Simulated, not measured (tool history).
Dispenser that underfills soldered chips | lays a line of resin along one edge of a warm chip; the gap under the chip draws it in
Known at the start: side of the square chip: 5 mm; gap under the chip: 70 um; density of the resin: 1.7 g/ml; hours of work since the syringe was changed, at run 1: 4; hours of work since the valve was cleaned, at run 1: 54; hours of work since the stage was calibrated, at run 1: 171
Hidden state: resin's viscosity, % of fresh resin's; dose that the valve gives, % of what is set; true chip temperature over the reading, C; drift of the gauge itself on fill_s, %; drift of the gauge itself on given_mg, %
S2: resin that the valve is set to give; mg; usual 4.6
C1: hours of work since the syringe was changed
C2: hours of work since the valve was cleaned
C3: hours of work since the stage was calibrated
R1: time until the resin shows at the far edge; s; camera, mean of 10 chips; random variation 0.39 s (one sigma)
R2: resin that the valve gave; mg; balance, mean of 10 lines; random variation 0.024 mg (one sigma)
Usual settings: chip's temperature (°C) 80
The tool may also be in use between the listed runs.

run 1 day=0 | chip's_temperature_(°C)=80 S2=4.6 | C1=4 C2=54 C3=171 | R1=32.2 R2=4.49
-- day=0.325 new syringe of resin
run 2 day=0.325 | chip's_temperature_(°C)=80 S2=4.6 | C1=0 C2=58 C3=175 | R1=24.7 R2=4.41
run 3 day=0.792 | chip's_temperature_(°C)=80 S2=4.6 | C1=7 C2=65 C3=182 | R1=43 R2=4.34
-- day=0.904 new syringe of resin
run 4 day=1.196 | chip's_temperature_(°C)=80 S2=4.6 | C1=4 C2=71 C3=188 | R1=35.2 R2=4.39
-- day=1.496 new syringe of resin
run 5 day=1.629 | chip's_temperature_(°C)=80 S2=4.6 | C1=2 C2=77 C3=194 | R1=28.4 R2=4.38
run 6 day=1.925 | chip's_temperature_(°C)=69 S2=4.6 | C1=6 C2=81 C3=198 | R1=60.6 R2=4.38
-- day=2.083 new syringe of resin
run 7 day=2.321 | chip's_temperature_(°C)=80 S2=4.6 | C1=3 C2=87 C3=204 | R1=32.7 R2=4.35
run 8 day=2.617 | chip's_temperature_(°C)=80 S2=4.6 | C1=8 C2=91 C3=208 | R1=46.3 R2=4.32
-- day=2.683 new syringe of resin
run 9 day=3.029 | chip's_temperature_(°C)=80 S2=4.6 | C1=5 C2=97 C3=214 | R1=36.6 R2=4.31
-- day=3.258 new syringe of resin
run 10 day=3.533 | chip's_temperature_(°C)=80 S2=4.6 | C1=4 C2=104 C3=221 | R1=32.9 R2=4.3
-- day=3.842 new syringe of resin
-- day=3.967 dispensing valve cleaned and set on the balance
run 11 day=4 | chip's_temperature_(°C)=80 S2=4.6 | C1=2 C2=1 C3=227 | R1=27.1 R2=4.58
-- day=4.467 new syringe of resin
run 12 day=4.567 | chip's_temperature_(°C)=80 S2=4.6 | C1=1 C2=9 C3=235 | R1=26.2 R2=4.58
run 13 day=4.871 | chip's_temperature_(°C)=92 S2=4.6 | C1=6 C2=13 C3=240 | R1=24.6 R2=4.51
-- day=5.079 new syringe of resin
run 14 day=5.262 | chip's_temperature_(°C)=80 S2=4.6 | C1=3 C2=19 C3=245 | R1=29.6 R2=4.51
run 15 day=5.612 | chip's_temperature_(°C)=80 S2=4.6 | C1=8 C2=24 C3=250 | R1=45.2 R2=4.52
-- day=5.65 new syringe of resin
run 16 day=5.871 | chip's_temperature_(°C)=80 S2=4.6 | C1=3 C2=27 C3=254 | R1=30.5 R2=4.48
run 17 day=6.158 | chip's_temperature_(°C)=80 S2=4.6 | C1=7 C2=31 C3=258 | R1=43 R2=4.52
-- day=6.225 new syringe of resin
run 18 day=6.746 | chip's_temperature_(°C)=70 S2=3.93 | C1=8 C2=40 C3=267 | R1=66.1 R2=3.79
-- day=6.796 new syringe of resin
run 19 day=7.104 | chip's_temperature_(°C)=70 S2=3.93 | C1=4 C2=45 C3=272 | R1=52.3 R2=3.78
-- day=7.379 new syringe of resin
run 20 day=7.479 | chip's_temperature_(°C)=70 S2=3.99 | C1=1 C2=50 C3=277 | R1=39.1 R2=3.86
run 21 day=7.808 | chip's_temperature_(°C)=80 S2=4.5 | C1=6 C2=55 C3=282 | R1=38.9 R2=4.29
-- day=7.958 new syringe of resin
run 22 day=8.167 | chip's_temperature_(°C)=71 S2=3.91 | C1=3 C2=60 C3=287 | R1=44.6 R2=3.74
-- day=8.55 new syringe of resin
run 23 day=8.671 | chip's_temperature_(°C)=71 S2=3.91 | C1=2 C2=67 C3=294 | R1=39.4 R2=3.71
-- day=9.121 new syringe of resin
run 24 day=9.121 | chip's_temperature_(°C)=80 S2=5.73 | C1=0 C2=74 C3=300 | R1=23 R2=5.44
run 25 day=9.458 | chip's_temperature_(°C)=80 S2=5.73 | C1=5 C2=78 C3=305 | R1=34.6 R2=5.38
-- day=9.738 new syringe of resin
run 26 day=9.983 | chip's_temperature_(°C)=75 S2=4.24 | C1=4 C2=86 C3=313 | R1=39 R2=3.99
-- day=10.321 new syringe of resin
run 27 day=10.321 | chip's_temperature_(°C)=72 S2=5.73 | C1=0 C2=91 C3=317 | R1=31.2 R2=5.37
run 28 day=10.65 | chip's_temperature_(°C)=70 S2=5.61 | C1=5 C2=95 C3=322 | R1=49.9 R2=5.25
-- day=10.892 new syringe of resin
run 29 day=11.171 | chip's_temperature_(°C)=70 S2=5.84 | C1=4 C2=103 C3=330 | R1=45.3 R2=5.44
-- day=11.488 new syringe of resin
-- day=11.667 dispensing valve cleaned and set on the balance
run 30 day=11.729 | chip's_temperature_(°C)=70 S2=5.84 | C1=3 C2=1 C3=337 | R1=42.5 R2=5.81
-- day=12.096 new syringe of resin
run 31 day=12.15 | chip's_temperature_(°C)=75 S2=5.18 | C1=1 C2=7 C3=343 | R1=29.2 R2=5.13
run 32 day=12.425 | chip's_temperature_(°C)=75 S2=5.18 | C1=5 C2=11 C3=347 | R1=40.6 R2=5.15
-- day=12.675 new syringe of resin
run 33 day=12.767 | chip's_temperature_(°C)=90 S2=4.58 | C1=1 C2=16 C3=352 | R1=17.3 R2=4.52
run 34 day=13.029 | chip's_temperature_(°C)=69 S2=5.23 | C1=5 C2=20 C3=355 | R1=51.7 R2=5.13

Hidden state at the last listed run before each entry between runs and at the first one after, where it differs:
Between runs 1 and 2: new syringe of resin (day 0.325)
  resin's viscosity, % of fresh resin's: 133.9 -> 100.6; dose that the valve gives, % of what is set: 96.42 -> 96.12; true chip temperature over the reading, C: 1.31 -> 1.35
  measured less the result without the state, R1: +7.1 -> -0.9 s; R2: -0.17 -> -0.18 mg
Between runs 3 and 4: new syringe of resin (day 0.904)
  resin's viscosity, % of fresh resin's: 178 -> 144.3; dose that the valve gives, % of what is set: 95.67 -> 95.34; true chip temperature over the reading, C: 1.4 -> 1.44
  measured less the result without the state, R1: +17.6 -> +9.5 s; R2: -0.19 -> -0.21 mg
Between runs 4 and 5: new syringe of resin (day 1.496)
  resin's viscosity, % of fresh resin's: 144.3 -> 118.8; dose that the valve gives, % of what is set: 95.34 -> 94.94; true chip temperature over the reading, C: 1.44 -> 1.49
  measured less the result without the state, R1: +9.5 -> +3.3 s; R2: -0.21 -> -0.23 mg
Between runs 6 and 7: new syringe of resin (day 2.083)
  resin's viscosity, % of fresh resin's: 171 -> 134.4; dose that the valve gives, % of what is set: 94.66 -> 94.34; true chip temperature over the reading, C: 1.52 -> 1.56
  measured less the result without the state, R1: +23.4 -> +7.1 s; R2: -0.24 -> -0.26 mg
Between runs 8 and 9: new syringe of resin (day 2.683)
  resin's viscosity, % of fresh resin's: 193.6 -> 152.8; dose that the valve gives, % of what is set: 94.03 -> 93.66; true chip temperature over the reading, C: 1.59 -> 1.63
  measured less the result without the state, R1: +21.2 -> +11.5 s; R2: -0.28 -> -0.29 mg
Between runs 9 and 10: new syringe of resin (day 3.258)
  resin's viscosity, % of fresh resin's: 152.8 -> 139.3; dose that the valve gives, % of what is set: 93.66 -> 93.18; true chip temperature over the reading, C: 1.63 -> 1.69
  measured less the result without the state, R1: +11.5 -> +8 s; R2: -0.29 -> -0.31 mg
Between runs 10 and 11: new syringe of resin (day 3.842); dispensing valve cleaned and set on the balance (day 3.967)
  resin's viscosity, % of fresh resin's: 139.3 -> 114.7; dose that the valve gives, % of what is set: 93.18 -> 99.58; true chip temperature over the reading, C: 1.69 -> 1.73
  measured less the result without the state, R1: +8 -> +1.9 s; R2: -0.31 -> -0.02 mg
Between runs 11 and 12: new syringe of resin (day 4.467)
  resin's viscosity, % of fresh resin's: 114.7 -> 112.2; dose that the valve gives, % of what is set: 99.58 -> 99.04; true chip temperature over the reading, C: 1.73 -> 1.79
  measured less the result without the state, R1: +1.9 -> +1.3 s; R2: -0.02 -> -0.04 mg
Between runs 13 and 14: new syringe of resin (day 5.079)
  resin's viscosity, % of fresh resin's: 162.5 -> 124.3; dose that the valve gives, % of what is set: 98.78 -> 98.43; true chip temperature over the reading, C: 1.82 -> 1.86
  measured less the result without the state, R1: +8.6 -> +4.2 s; R2: -0.06 -> -0.07 mg
Between runs 15 and 16: new syringe of resin (day 5.65)
  resin's viscosity, % of fresh resin's: 191 -> 129.3; dose that the valve gives, % of what is set: 98.08 -> 97.85; true chip temperature over the reading, C: 1.9 -> 1.93
  measured less the result without the state, R1: +19.7 -> +5.2 s; R2: -0.09 -> -0.1 mg
Between runs 17 and 18: new syringe of resin (day 6.225)
  resin's viscosity, % of fresh resin's: 184.6 -> 187.1; dose that the valve gives, % of what is set: 97.61 -> 97.03; true chip temperature over the reading, C: 1.96 -> 2.03
  measured less the result without the state, R1: +18.1 -> +28.2 s; R2: -0.11 -> -0.12 mg
Between runs 18 and 19: new syringe of resin (day 6.796)
  resin's viscosity, % of fresh resin's: 187.1 -> 145.3; dose that the valve gives, % of what is set: 97.03 -> 96.71; true chip temperature over the reading, C: 2.03 -> 2.07
  measured less the result without the state, R1: +28.2 -> +13.7 s; R2: -0.12 -> -0.13 mg
Between runs 19 and 20: new syringe of resin (day 7.379)
  resin's viscosity, % of fresh resin's: 145.3 -> 112.4; dose that the valve gives, % of what is set: 96.71 -> 96.35; true chip temperature over the reading, C: 2.07 -> 2.1
  measured less the result without the state, R1: +13.7 -> +1.7 s; R2: -0.13 -> -0.14 mg
Between runs 21 and 22: new syringe of resin (day 7.958)
  resin's viscosity, % of fresh resin's: 169 -> 129.9; dose that the valve gives, % of what is set: 96.03 -> 95.73; true chip temperature over the reading, C: 2.14 -> 2.18
  measured less the result without the state, R1: +14.4 -> +7.7 s; R2: -0.18 -> -0.16 mg
Between runs 22 and 23: new syringe of resin (day 8.55)
  resin's viscosity, % of fresh resin's: 129.9 -> 115.3; dose that the valve gives, % of what is set: 95.73 -> 95.28; true chip temperature over the reading, C: 2.18 -> 2.23
  measured less the result without the state, R1: +7.7 -> +2.7 s; R2: -0.16 -> -0.18 mg
Between runs 23 and 24: new syringe of resin (day 9.121)
  resin's viscosity, % of fresh resin's: 115.3 -> 101.7; dose that the valve gives, % of what is set: 95.28 -> 94.85; true chip temperature over the reading, C: 2.23 -> 2.28
  measured less the result without the state, R1: +2.7 -> -1.6 s; R2: -0.18 -> -0.3 mg
Between runs 25 and 26: new syringe of resin (day 9.738)
  resin's viscosity, % of fresh resin's: 154.2 -> 136.3; dose that the valve gives, % of what is set: 94.5 -> 94.02; true chip temperature over the reading, C: 2.31 -> 2.36
  measured less the result without the state, R1: +10.2 -> +8.2 s; R2: -0.31 -> -0.25 mg
Between runs 26 and 27: new syringe of resin (day 10.321)
  resin's viscosity, % of fresh resin's: 136.3 -> 99.6; dose that the valve gives, % of what is set: 94.02 -> 93.74; true chip temperature over the reading, C: 2.36 -> 2.4
  measured less the result without the state, R1: +8.2 -> -3 s; R2: -0.25 -> -0.36 mg
Between runs 28 and 29: new syringe of resin (day 10.892)
  resin's viscosity, % of fresh resin's: 149.1 -> 139.8; dose that the valve gives, % of what is set: 93.44 -> 92.94; true chip temperature over the reading, C: 2.43 -> 2.48
  measured less the result without the state, R1: +13.1 -> +9.7 s; R2: -0.37 -> -0.41 mg
Between runs 29 and 30: new syringe of resin (day 11.488); dispensing valve cleaned and set on the balance (day 11.667)
  resin's viscosity, % of fresh resin's: 139.8 -> 130; dose that the valve gives, % of what is set: 92.94 -> 99.37; true chip temperature over the reading, C: 2.48 -> 2.54
  measured less the result without the state, R1: +9.7 -> +6.4 s; R2: -0.41 -> -0.04 mg
Between runs 30 and 31: new syringe of resin (day 12.096)
  resin's viscosity, % of fresh resin's: 130 -> 106; dose that the valve gives, % of what is set: 99.37 -> 98.98; true chip temperature over the reading, C: 2.54 -> 2.58
  measured less the result without the state, R1: +6.4 -> -1.1 s; R2: -0.04 -> -0.05 mg
Between runs 32 and 33: new syringe of resin (day 12.675)
  resin's viscosity, % of fresh resin's: 149 -> 110.1; dose that the valve gives, % of what is set: 98.73 -> 98.43; true chip temperature over the reading, C: 2.61 -> 2.65
  measured less the result without the state, R1: +10.6 -> +0.1 s; R2: -0.06 -> -0.07 mg
